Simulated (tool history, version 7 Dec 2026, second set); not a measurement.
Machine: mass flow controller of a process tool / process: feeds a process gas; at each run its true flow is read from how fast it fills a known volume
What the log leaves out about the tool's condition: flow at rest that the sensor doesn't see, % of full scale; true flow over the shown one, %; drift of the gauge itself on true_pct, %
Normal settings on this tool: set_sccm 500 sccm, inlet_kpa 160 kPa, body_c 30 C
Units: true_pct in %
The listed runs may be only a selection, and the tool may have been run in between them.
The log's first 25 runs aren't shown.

| run | hour | set_sccm | inlet_kpa | body_c | hours of work since the controller was set to zero | hours of work since the controller was changed | true_pct |
|---|---|---|---|---|---|---|---|
| 26 | 1718.8 | 637 | 144 | 21 | 1603 | 1603 | 98.38 |
| 27 | 1765.1 | 353 | 187 | 29 | 1617 | 1617 | 98.74 |
| 28 | 1832.2 | 766 | 160 | 21 | 1638 | 1638 | 98.27 |
| 29 | 1870.9 | 730 | 263 | 32 | 1650 | 1650 | 99.06 |
| 30 | 1908.9 | 101 | 279 | 24 | 1662 | 1662 | 97.53 |
| 31 | 1991.5 | 164 | 150 | 25 | 1688 | 1688 | 98.14 |
| 32 | 2063.4 | 111 | 158 | 23 | 1710 | 1710 | 97.97 |
| 33 | 2131.7 | 611 | 247 | 30 | 1732 | 1732 | 98.5 |
| 34 | 2180.6 | 611 | 247 | 30 | 1747 | 1747 | 98.65 |

Each row is a separate what-if for the run after 34, all from the same tool condition, not one after another. Results?
| A | 2242.2 | 512 | 236 | 39 | 1766 | 1766 | ? |
| B | 2242.2 | 121 | 260 | 30 | 1766 | 1766 | ? |
| C | 2242.2 | 398 | 160 | 36 | 1766 | 1766 | ? |
| D | 2242.2 | 611 | 247 | 27 | 1766 | 1766 | ? |

| run | true_pct |
|---|---|
| A | 99.37 |
| B | 98.15 |
| C | 99.29 |
| D | 98.28 |
The same runs, with their run-to-run variation unchanged, on a tool lacking any hidden condition would have given:
| run | true_pct |
|---|---|
| A | 100.78 |
| B | 99.51 |
| C | 100.69 |
| D | 99.66 |
